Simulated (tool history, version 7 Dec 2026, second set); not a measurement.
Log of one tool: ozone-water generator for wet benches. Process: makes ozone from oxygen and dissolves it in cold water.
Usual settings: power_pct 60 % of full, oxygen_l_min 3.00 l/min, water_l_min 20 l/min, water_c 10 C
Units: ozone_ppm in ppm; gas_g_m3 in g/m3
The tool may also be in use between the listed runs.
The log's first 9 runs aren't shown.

run     day  power_pct  oxygen_l_min  water_l_min  water_c  ozone_ppm  gas_g_m3
 10  20.042         60          3.00           20       10       15.4     246.4
 11  22.142         60          3.00           20       10       15.5     250.5
 12  23.900         60          3.00           20       10       15.6     246.5
 13  26.817         60          3.00           20       10       15.3     249.1
 14  29.088         60          3.00           20       10       15.4     250.0
 15  30.479         60          3.00           20       10       15.2     249.0
 16  32.371         60          3.00           20       10       15.5     250.0
 17  35.642         60          3.00           20       10       15.4     247.8
 18  38.008         87          3.90           19       12       20.7     277.4
 19  40.254         41          4.67           20       10       14.8     176.4
 20  42.471         41          4.67           20       10       14.7     174.6
 21  43.825         79          3.00           30        6       11.8     287.6
 22  46.308         79          3.00           30        6       11.7     288.0
 23  48.638         66          3.00           12        6       27.6     262.5
 24  50.108         66          3.00           12        6       27.9     264.0
 25  52.708         53          1.73           20        7       11.6     287.8
     54.888  -- water thermometer calibrated
 26  55.204         60          1.63           20       10       11.8     311.7
 27  56.750         60          1.63           20        6       12.2     307.4
 28  59.771         83          2.02           20        9       15.5     339.5
 29  62.538         41          1.81           17        6       12.5     247.5
 30  63.962         60          1.57           22       10       10.4     313.4
 31  67.208         44          1.57           14       11       14.5     269.1
 32  68.638         74          3.00           20       10       17.3     278.8
 33  70.892         74          3.00           20       10       17.3     283.8

4 ways to go on from here, each from the tool as it stands after run 33. What would each give?
  A  73.250         74          3.00           20       14          ?         ?
  B  73.250         53          3.00           29       10          ?         ?
  C  73.250         80          3.00           27       10          ?         ?
  D  73.250         74          2.46           20       10          ?         ?

run  ozone_ppm  gas_g_m3
  A       16.8     279.4
  B        9.8     238.3
  C       13.0     293.7
  D       15.9     300.7
Without the tool's hidden state the same runs would have given:
run  ozone_ppm  gas_g_m3
  A       16.8     273.0
  B        9.8     232.8
  C       13.0     287.0
  D       15.9     293.8
